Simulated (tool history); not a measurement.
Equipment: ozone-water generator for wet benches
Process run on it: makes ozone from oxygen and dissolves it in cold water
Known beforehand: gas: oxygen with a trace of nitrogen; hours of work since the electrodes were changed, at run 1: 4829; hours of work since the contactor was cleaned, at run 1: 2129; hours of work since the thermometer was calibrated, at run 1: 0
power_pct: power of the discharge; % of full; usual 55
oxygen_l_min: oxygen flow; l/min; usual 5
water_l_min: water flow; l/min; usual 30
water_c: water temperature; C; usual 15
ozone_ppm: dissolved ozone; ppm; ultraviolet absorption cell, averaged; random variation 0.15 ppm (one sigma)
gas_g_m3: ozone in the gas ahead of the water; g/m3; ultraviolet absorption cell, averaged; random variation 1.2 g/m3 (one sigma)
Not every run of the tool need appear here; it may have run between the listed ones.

run	hour	power_pct	oxygen_l_min	water_l_min	water_c	hours of work since the electrodes were changed	hours of work since the contactor was cleaned	hours of work since the thermometer was calibrated	ozone_ppm	gas_g_m3
1	0	55	5	30	15	4829	2129	0	19.4	211.6
2	102.5	55	5	30	15	4896	2195	67	19.3	211.1
3	309.4	94	5	30	15	5030	2330	201	28.9	320.1
4	488.5	94	5	30	15	5146	2446	317	29.3	317.2
5	677.3	55	5	30	15	5269	2569	440	19.2	208.8
6	826.5	55	5	30	15	5366	2666	537	19.3	209.1
7	1024	55	5	30	15	5494	2794	665	19.2	207.2
8	1160.2	98	5	30	15	5583	2883	754	30.7	327.2
9	1275.9	98	5	24	15	5658	2958	829	37.4	326.3
10	1478.7	98	5	24	15	5789	3089	960	36.6	326.7
11	1589.5	66	5	24	15	5861	3161	1033	26.9	240.7
12	1784.9	55	5	35	7	5988	3288	1159	17.5	208.2
13	1888.4	61	5	44	7	6056	3356	1227	15.1	224.8
14	2034.7	61	5	44	7	6151	3451	1322	15.5	225.5
15	2159.2	61	5	44	7	6232	3531	1403	15.4	223.6
16	2372	55	2.97	30	10	6370	3670	1541	17.7	267.7
17	2585.8	55	2.97	30	10	6509	3809	1680	17.4	268.2
18	2783.2	55	2.97	30	10	6637	3937	1808	17.8	266.1
# hour 2827.8: electrodes of the discharge changed
19	2944.1	55	2.97	30	10	76	4037	1909	17.5	267.3

A few steps of gas_g_m3 between consecutive runs. Split each: what settings, incoming material and random variation would produce without the hidden state, and what is left over for the hidden state, along with gauge scatter present in only one of the two compared results (measured, and without hidden state):
The hidden state here: yield of the discharge, % of new electrodes'; contactor's efficiency, % of a clean one's; true water temperature over the reading, C; drift of the gauge itself on ozone_ppm, %; drift of the gauge itself on gas_g_m3, %.
Run 7 -> 8: power_pct 55 -> 98. gas_g_m3 +120 g/m3: hidden state -1.3, all else +121.3.

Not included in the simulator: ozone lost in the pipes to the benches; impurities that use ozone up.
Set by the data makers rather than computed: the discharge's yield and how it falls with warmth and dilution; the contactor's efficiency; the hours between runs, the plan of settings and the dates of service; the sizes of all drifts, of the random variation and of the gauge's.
